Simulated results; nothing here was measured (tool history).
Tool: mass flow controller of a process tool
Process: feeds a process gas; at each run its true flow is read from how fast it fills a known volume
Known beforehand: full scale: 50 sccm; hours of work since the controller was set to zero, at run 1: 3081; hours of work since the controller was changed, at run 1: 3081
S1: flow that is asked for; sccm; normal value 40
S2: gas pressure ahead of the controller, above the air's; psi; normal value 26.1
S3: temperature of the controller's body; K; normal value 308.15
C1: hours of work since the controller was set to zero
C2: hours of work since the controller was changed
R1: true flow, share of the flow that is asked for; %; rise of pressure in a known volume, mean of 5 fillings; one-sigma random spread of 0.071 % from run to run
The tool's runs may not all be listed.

| run | hour | S1 | S2 | S3 | C1 | C2 | R1 |
|---|---|---|---|---|---|---|---|
| 1 | 0 | 40 | 26.1 | 308.15 | 3081 | 3081 | 100.56 |
| 2 | 74.4 | 40 | 26.1 | 308.15 | 3129 | 3129 | 100.66 |
| 3 | 201.6 | 40 | 26.1 | 308.15 | 3212 | 3212 | 100.67 |
| 4 | 348 | 40 | 26.1 | 308.15 | 3306 | 3306 | 100.62 |
| 5 | 464.1 | 40 | 26.1 | 308.15 | 3381 | 3381 | 100.74 |
| 6 | 533.4 | 40 | 26.1 | 308.15 | 3426 | 3426 | 100.67 |
| 7 | 619.4 | 40 | 26.1 | 308.15 | 3482 | 3482 | 100.67 |
| 8 | 718.1 | 40 | 30.5 | 308.15 | 3545 | 3545 | 100.42 |
| 9 | 797.5 | 40 | 30.5 | 308.15 | 3597 | 3597 | 100.45 |
| 10 | 878 | 40 | 26.1 | 308.15 | 3649 | 3649 | 100.7 |
| 11 | 960.1 | 40 | 26.1 | 308.15 | 3702 | 3702 | 100.7 |
| 12 | 1094.8 | 40 | 26.1 | 308.15 | 3789 | 3789 | 100.71 |
| 13 | 1159.2 | 40 | 26.1 | 308.15 | 3830 | 3830 | 100.67 |

The next listed run, before its measurement:
| 14 | 1229.4 | 40 | 26.1 | 308.15 | 3876 | 3876 | ? |

{"run 14": {"R1": 100.74}}
Had the tool carried no hidden state, the very same run would have given R1 100.74 %.
